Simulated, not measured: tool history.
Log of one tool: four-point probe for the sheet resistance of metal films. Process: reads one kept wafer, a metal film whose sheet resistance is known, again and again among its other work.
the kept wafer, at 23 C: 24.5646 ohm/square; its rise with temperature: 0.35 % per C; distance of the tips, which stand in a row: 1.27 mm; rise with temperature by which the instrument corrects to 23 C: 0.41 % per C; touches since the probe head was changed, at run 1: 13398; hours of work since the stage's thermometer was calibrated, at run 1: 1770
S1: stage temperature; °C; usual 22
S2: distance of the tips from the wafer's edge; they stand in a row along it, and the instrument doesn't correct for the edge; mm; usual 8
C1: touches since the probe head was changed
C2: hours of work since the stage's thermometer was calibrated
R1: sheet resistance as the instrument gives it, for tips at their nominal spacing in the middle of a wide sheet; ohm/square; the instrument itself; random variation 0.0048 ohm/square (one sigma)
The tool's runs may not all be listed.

run 1 hour=0.0 | S1=22 S2=8 | C1=13398 C2=1770 | R1=24.949619
run 2 hour=34.2 | S1=22 S2=8 | C1=13847 C2=1784 | R1=24.931437
run 3 hour=82.1 | S1=22 S2=8 | C1=14475 C2=1803 | R1=24.952422
run 4 hour=133.5 | S1=22 S2=8 | C1=15150 C2=1824 | R1=24.941547
run 5 hour=181.8 | S1=22 S2=8 | C1=15783 C2=1844 | R1=24.936698
run 6 hour=208.7 | S1=30 S2=8 | C1=16136 C2=1855 | R1=24.828943
run 7 hour=251.1 | S1=22 S2=8 | C1=16692 C2=1872 | R1=24.937701
run 8 hour=275.7 | S1=22 S2=8 | C1=17015 C2=1882 | R1=24.943680
run 9 hour=329.7 | S1=22 S2=8 | C1=17723 C2=1904 | R1=24.949061
-- hour=344.4 stage's thermometer calibrated
run 10 hour=373.6 | S1=22 S2=42 | C1=18293 C2=12 | R1=24.640089
run 11 hour=403.7 | S1=22 S2=42 | C1=18688 C2=24 | R1=24.642568
run 12 hour=450.2 | S1=27 S2=42 | C1=19298 C2=43 | R1=24.564915
run 13 hour=480.4 | S1=33 S2=42 | C1=19694 C2=56 | R1=24.483338
run 14 hour=524.8 | S1=33 S2=42 | C1=20277 C2=74 | R1=24.492596
run 15 hour=577.5 | S1=23 S2=22 | C1=20969 C2=95 | R1=24.647327
run 16 hour=601.6 | S1=21 S2=22 | C1=21285 C2=105 | R1=24.690384
-- hour=622.8 stage's thermometer calibrated, once more
run 17 hour=642.1 | S1=25 S2=26 | C1=21809 C2=8 | R1=24.533738
run 18 hour=691.3 | S1=25 S2=26 | C1=22455 C2=28 | R1=24.529040

The next listed run, before its measurement:
run 19 hour=732.3 | S1=27 S2=29 | C1=22993 C2=45 | R1=?

R1: 24.509561 ohm/square
Without the tool's hidden state the same run would have given R1 24.541881 ohm/square.

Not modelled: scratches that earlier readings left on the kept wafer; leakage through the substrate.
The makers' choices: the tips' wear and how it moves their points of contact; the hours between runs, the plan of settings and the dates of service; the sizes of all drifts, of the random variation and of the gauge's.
